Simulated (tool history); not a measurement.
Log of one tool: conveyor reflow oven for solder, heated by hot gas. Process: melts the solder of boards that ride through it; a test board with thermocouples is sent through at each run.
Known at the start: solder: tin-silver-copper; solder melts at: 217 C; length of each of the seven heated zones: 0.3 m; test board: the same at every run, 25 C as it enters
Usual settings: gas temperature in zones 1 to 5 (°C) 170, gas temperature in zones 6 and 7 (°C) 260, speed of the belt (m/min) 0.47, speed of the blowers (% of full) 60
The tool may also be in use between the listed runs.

run,hour,gas temperature in zones 1 to 5 (°C),gas temperature in zones 6 and 7 (°C),speed of the belt (m/min),speed of the blowers (% of full),highest temperature of the board (°C),time above the solder's melting point (s)
1,0,170,260,0.47,60,239.1,42.2
2,9.3,170,260,0.47,69,241.5,45.4
3,18.8,170,260,0.47,69,240.8,44.5
4,27,170,260,0.47,69,240.4,44
5,40.2,170,260,0.47,60,237.5,41.6
6,46.1,170,260,0.47,60,238.1,41.3
7,55.3,170,262,0.47,60,240.5,43.1
8,64.8,170,262,0.47,60,240.4,43
# hour 69.4: belt drive overhauled, speed set with a stopwatch
9,74.9,170,262,0.47,60,240.6,43.6
10,86.3,170,262,0.47,60,240.4,43.4
# hour 98.7: belt drive overhauled, speed set with a stopwatch, once more
11,101.4,170,262,0.47,60,240.6,42.4
12,110,170,262,0.47,60,239.4,42.5
13,121.9,170,262,0.406,60,244.9,57.2
14,135.2,170,262,0.406,60,244.1,57.5
15,147.7,164,263,0.47,65,240.5,41.3
16,158.7,170,260,0.47,70,240.4,44.2
17,170.8,166,256,0.404,52,236.8,46.1
18,182.5,166,256,0.404,52,236.9,45.9
19,192,166,256,0.404,89,244.1,56.9
20,199.2,166,256,0.404,89,243.7,57.6
21,205,166,255,0.391,84,242.9,58.2
# hour 211.7: flux residue cleaned out of gas plates and filters
22,222,166,255,0.391,84,245.2,61.3
23,230.2,170,253,0.527,57,229.9,26.4
24,237.5,170,253,0.559,59,228.4,21.8
25,248.6,170,271,0.47,64,251.2,54.6

Forecast each of these 5 alternatives for the next run:
A,255.3,161,271,0.47,56,?,?
B,255.3,170,260,0.47,53,?,?
C,255.3,177,264,0.385,60,?,?
D,255.3,160,271,0.538,74,?,?
E,255.3,170,257,0.47,71,?,?

run,highest temperature of the board (°C),time above the solder's melting point (s)
A,246.6,47
B,238.7,41.3
C,251.9,71
D,246.2,40.6
E,240.6,46.4
Without the tool's hidden state the same runs would have given:
run,highest temperature of the board (°C),time above the solder's melting point (s)
A,247.2,47.6
B,239.2,42
C,252.4,71.4
D,246.9,41.1
E,241.2,47
